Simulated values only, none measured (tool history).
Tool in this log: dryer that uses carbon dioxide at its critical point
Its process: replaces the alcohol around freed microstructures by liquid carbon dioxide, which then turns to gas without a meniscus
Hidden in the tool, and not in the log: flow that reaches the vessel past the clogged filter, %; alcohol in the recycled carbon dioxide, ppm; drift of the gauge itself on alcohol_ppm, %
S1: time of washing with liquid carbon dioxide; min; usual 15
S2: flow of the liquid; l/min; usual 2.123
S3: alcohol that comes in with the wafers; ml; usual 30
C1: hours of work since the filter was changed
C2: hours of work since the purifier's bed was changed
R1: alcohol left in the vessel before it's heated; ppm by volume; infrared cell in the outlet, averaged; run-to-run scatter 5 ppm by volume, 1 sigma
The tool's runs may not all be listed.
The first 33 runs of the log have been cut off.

{"run": 34, "hour": 1125.7, "S1": 17, "S2": 2.123, "S3": 30, "C1": 320, "C2": 137, "R1": 32}
{"run": 35, "hour": 1171.6, "S1": 20, "S2": 2.0, "S3": 39, "C1": 352, "C2": 169, "R1": 29}
{"run": 36, "hour": 1209.8, "S1": 20, "S2": 2.0, "S3": 39, "C1": 379, "C2": 196, "R1": 38}
{"run": 37, "hour": 1256.8, "S1": 15, "S2": 2.123, "S3": 34, "C1": 411, "C2": 228, "R1": 64}
{"hour": 1285.3, "done": "inlet filter changed"}
{"run": 38, "hour": 1290.9, "S1": 15, "S2": 2.123, "S3": 34, "C1": 4, "C2": 251, "R1": 44}
{"run": 39, "hour": 1314.3, "S1": 17, "S2": 2.27, "S3": 38, "C1": 20, "C2": 268, "R1": 36}
{"run": 40, "hour": 1348.8, "S1": 18, "S2": 1.49, "S3": 30, "C1": 44, "C2": 292, "R1": 73}
{"run": 41, "hour": 1384.9, "S1": 18, "S2": 1.49, "S3": 30, "C1": 69, "C2": 317, "R1": 77}

Predict each of these 3 candidate next runs independently; none follows another, all start after run 41:
{"run": "A", "hour": 1427.9, "S1": 18, "S2": 1.49, "S3": 87, "C1": 99, "C2": 347, "R1": "?"}
{"run": "B", "hour": 1427.9, "S1": 19, "S2": 1.38, "S3": 58, "C1": 99, "C2": 347, "R1": "?"}
{"run": "C", "hour": 1427.9, "S1": 23, "S2": 2.123, "S3": 58, "C1": 99, "C2": 347, "R1": "?"}

run=A R1=163
run=B R1=128
run=C R1=35
Had the tool no hidden state, the same runs would have come out as:
run=A R1=106
run=B R1=77
run=C R1=0

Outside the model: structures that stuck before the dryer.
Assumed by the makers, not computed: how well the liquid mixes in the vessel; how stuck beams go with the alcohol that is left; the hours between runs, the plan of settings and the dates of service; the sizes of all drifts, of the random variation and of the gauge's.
